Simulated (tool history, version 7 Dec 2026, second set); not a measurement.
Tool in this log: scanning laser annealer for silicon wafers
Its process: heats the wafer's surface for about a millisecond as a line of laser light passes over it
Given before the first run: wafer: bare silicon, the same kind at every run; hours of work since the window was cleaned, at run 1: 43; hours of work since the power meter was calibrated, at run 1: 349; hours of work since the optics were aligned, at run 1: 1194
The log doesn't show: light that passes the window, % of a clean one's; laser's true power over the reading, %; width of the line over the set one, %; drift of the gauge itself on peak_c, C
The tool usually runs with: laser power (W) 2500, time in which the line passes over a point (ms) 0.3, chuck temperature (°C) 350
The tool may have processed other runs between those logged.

run	day	laser power (W)	time in which the line passes over a point (ms)	chuck temperature (°C)	hours of work since the window was cleaned	hours of work since the power meter was calibrated	hours of work since the optics were aligned	highest temperature of the surface (°C)
1	0	2500	0.3	350	43	349	1194	1164
2	0.583	2500	0.3	350	51	357	1202	1161
3	1.167	2500	0.3	381	58	364	1210	1193
4	1.917	2500	0.3	381	68	374	1219	1190
5	2.392	2500	0.3	376	74	381	1226	1187
6	2.967	2500	0.219	350	82	388	1233	1035
# day 3.142: laser's power meter calibrated
7	3.588	2500	0.219	350	89	6	1240	1038
8	4.317	2500	0.219	350	98	16	1250	1035
9	5.196	2498	0.213	366	110	27	1261	1040
10	5.783	2649	0.3	350	118	35	1269	1224
# day 6.575: laser's power meter calibrated, once more
11	6.575	2649	0.235	388	127	0	1278	1144
12	7.05	2649	0.235	388	133	6	1284	1142
13	7.679	2379	0.235	364	141	15	1292	1016
14	8.571	2138	0.286	335	153	26	1304	968

Each row is a separate what-if for the run after 14, all from the same tool condition, not one after another. Results?
A	9.362	2347	0.219	341	163	37	1315	?
B	9.362	2431	0.217	366	163	37	1315	?
C	9.362	2618	0.3	350	163	37	1315	?
D	9.362	2138	0.232	352	163	37	1315	?

run	highest temperature of the surface (°C)
A	958
B	1010
C	1193
D	915
Without the tool's hidden state the same runs would have given:
run	highest temperature of the surface (°C)
A	995
B	1048
C	1243
D	948

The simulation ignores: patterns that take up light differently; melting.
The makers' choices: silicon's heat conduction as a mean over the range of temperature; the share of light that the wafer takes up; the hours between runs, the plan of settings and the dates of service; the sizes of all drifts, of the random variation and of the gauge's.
